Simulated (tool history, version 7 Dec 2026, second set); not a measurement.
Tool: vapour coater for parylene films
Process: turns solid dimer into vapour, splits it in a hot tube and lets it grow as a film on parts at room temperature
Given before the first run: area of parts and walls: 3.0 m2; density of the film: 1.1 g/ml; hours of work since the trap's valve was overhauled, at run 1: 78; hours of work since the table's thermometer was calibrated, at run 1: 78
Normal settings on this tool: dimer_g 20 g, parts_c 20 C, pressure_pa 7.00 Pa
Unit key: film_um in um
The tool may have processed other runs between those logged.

run,day,dimer_g,parts_c,pressure_pa,hours of work since the trap's valve was overhauled,hours of work since the table's thermometer was calibrated,film_um
1,0.000,20,20,7.00,78,78,4.07
2,1.612,20,20,7.00,109,109,4.00
3,4.879,24,20,7.00,174,174,4.81
4,6.617,24,20,7.00,208,208,4.71
5,9.933,24,20,7.00,274,274,4.65
6,11.338,24,20,7.00,302,302,4.64
7,14.554,24,20,3.85,365,365,4.90
8,17.638,20,17,7.00,426,426,4.03
9,20.638,20,20,7.00,486,486,3.78
# day 21.008: trap's valve overhauled
10,23.129,20,20,7.00,42,531,3.54
11,24.817,20,20,7.00,75,565,3.53
12,26.762,12,20,7.00,114,603,2.10
13,29.446,9,20,7.00,167,656,1.62
# day 32.475: trap's valve overhauled, once more
14,32.475,20,21,7.00,0,713,4.04
15,34.196,20,21,7.00,34,747,3.94
16,35.929,20,20,7.00,68,781,4.10
17,37.683,20,20,10.58,103,816,3.86
18,40.758,20,20,10.58,164,877,3.85
19,42.375,20,20,10.58,196,909,3.88
20,44.079,19,20,7.00,229,942,3.71
21,45.450,18,20,7.00,256,969,3.55
22,48.308,20,22,7.00,313,1026,3.67
23,50.500,20,22,7.00,356,1069,3.64
24,53.546,13,16,7.00,416,1129,2.68
25,55.688,13,13,7.00,459,1172,2.79
# day 57.529: trap's valve overhauled
26,57.662,13,13,7.00,3,1208,3.10
27,60.400,20,13,5.83,57,1262,4.84
28,63.667,23,25,2.42,121,1326,4.52
29,65.996,20,25,2.42,167,1372,3.81
30,68.200,28,30,4.43,211,1416,4.68
31,70.762,19,20,7.00,262,1466,3.72
32,73.162,20,20,6.20,309,1514,3.93
33,75.621,10,20,6.72,358,1563,1.90
34,78.312,10,20,6.72,411,1616,1.94
# day 79.138: table's thermometer calibrated
35,80.146,10,20,6.72,446,20,1.86
# day 82.575: trap's valve overhauled
36,83.192,28,20,6.22,12,77,5.76
37,85.096,20,13,7.00,50,115,4.82
38,86.992,20,22,10.22,87,152,3.74
39,89.046,17,20,8.35,128,193,3.35
40,91.262,17,20,8.35,172,236,3.33
41,94.429,9,12,4.11,234,299,2.21
42,96.667,14,25,7.00,279,343,2.45
43,98.883,20,20,2.80,322,387,4.12
44,100.383,20,20,2.80,352,417,4.08
45,102.721,20,25,6.88,398,463,3.40
46,105.929,20,25,6.88,462,526,3.33

Below, some changes in film_um between adjacent runs. For each, the amount present without the hidden state too (settings, incoming material, random variation) and the amount remaining for the hidden state with gauge scatter not shared by both compared results:
The tool's hidden condition here consists of: vapour lost through the trap's worn valve, %; true temperature of the parts over the reading, C; drift of the gauge itself on film_um, %.
Run 11 -> 12: dimer_g 20 -> 12. film_um -1.43 um: hidden state +0.21, all else -1.64.
Run 13 -> 14: dimer_g 9 -> 20, parts_c 20 -> 21, trap's valve overhauled, once more. film_um +2.42 um: hidden state +0.30, all else +2.12.
Run 25 -> 26: trap's valve overhauled. film_um +0.31 um: hidden state +0.32, all else -0.01.
Run 32 -> 33: dimer_g 20 -> 10, pressure_pa 6.20 -> 6.72. film_um -2.03 um: hidden state +0.11, all else -2.14.
Run 35 -> 36: dimer_g 10 -> 28, pressure_pa 6.72 -> 6.22, trap's valve overhauled. film_um +3.90 um: hidden state +0.19, all else +3.71.

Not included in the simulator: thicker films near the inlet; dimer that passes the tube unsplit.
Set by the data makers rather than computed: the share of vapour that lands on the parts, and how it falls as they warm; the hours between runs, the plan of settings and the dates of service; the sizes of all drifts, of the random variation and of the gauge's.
